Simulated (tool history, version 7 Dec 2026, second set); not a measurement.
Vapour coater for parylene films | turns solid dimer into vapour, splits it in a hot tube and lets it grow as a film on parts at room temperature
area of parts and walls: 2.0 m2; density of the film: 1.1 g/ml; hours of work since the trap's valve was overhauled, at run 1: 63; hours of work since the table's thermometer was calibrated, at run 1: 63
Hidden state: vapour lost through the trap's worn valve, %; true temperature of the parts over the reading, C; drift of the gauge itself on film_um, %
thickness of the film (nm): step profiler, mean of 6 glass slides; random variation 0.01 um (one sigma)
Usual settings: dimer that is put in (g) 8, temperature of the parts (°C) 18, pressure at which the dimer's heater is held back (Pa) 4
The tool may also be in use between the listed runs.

| run | hour | dimer that is put in (g) | temperature of the parts (°C) | pressure at which the dimer's heater is held back (Pa) | hours of work since the trap's valve was overhauled | hours of work since the table's thermometer was calibrated | thickness of the film (nm) |
|---|---|---|---|---|---|---|---|
| 1 | 0 | 8 | 18 | 4 | 63 | 63 | 2710 |
| 2 | 55.8 | 8 | 18 | 4 | 111 | 111 | 2690 |
| 3 | 111.2 | 8 | 18 | 4 | 159 | 159 | 2680 |
| 4 | 141.4 | 8 | 18 | 4 | 185 | 185 | 2670 |
| 5 | 186 | 8 | 18 | 4 | 223 | 223 | 2650 |
|  | 192.7 | trap's valve overhauled |
| 6 | 225.3 | 8 | 16 | 4 | 28 | 253 | 2820 |
| 7 | 272.1 | 8 | 16 | 4 | 68 | 293 | 2800 |
| 8 | 320.1 | 4 | 18 | 4 | 109 | 334 | 1290 |
| 9 | 363.6 | 4 | 18 | 4 | 146 | 372 | 1280 |
| 10 | 387.7 | 4 | 18 | 4 | 167 | 392 | 1290 |
| 11 | 443.8 | 4 | 18 | 4 | 215 | 440 | 1270 |
|  | 451 | trap's valve overhauled, once more |
| 12 | 481.3 | 3 | 19 | 8.83 | 26 | 469 | 920 |
| 13 | 536.6 | 12 | 19 | 9.12 | 73 | 517 | 3610 |
| 14 | 578.5 | 12 | 19 | 9.12 | 109 | 552 | 3600 |
| 15 | 622 | 12 | 19 | 9.12 | 146 | 590 | 3560 |
| 16 | 669.2 | 3 | 21 | 4 | 187 | 630 | 900 |
| 17 | 708.7 | 10 | 18 | 4.33 | 221 | 664 | 3270 |
| 18 | 748.6 | 10 | 18 | 4.33 | 255 | 698 | 3270 |

3 ways to go on from here, each from the tool as it stands after run 18. What would each give?
| A | 796.3 | 8 | 18 | 3.92 | 296 | 739 | ? |
| B | 796.3 | 12 | 18 | 4 | 296 | 739 | ? |
| C | 796.3 | 8 | 18 | 8.57 | 296 | 739 | ? |

| run | thickness of the film (nm) |
|---|---|
| A | 2620 |
| B | 3940 |
| C | 2460 |
Without the tool's hidden state the same runs would have given:
| run | thickness of the film (nm) |
|---|---|
| A | 2740 |
| B | 4120 |
| C | 2570 |

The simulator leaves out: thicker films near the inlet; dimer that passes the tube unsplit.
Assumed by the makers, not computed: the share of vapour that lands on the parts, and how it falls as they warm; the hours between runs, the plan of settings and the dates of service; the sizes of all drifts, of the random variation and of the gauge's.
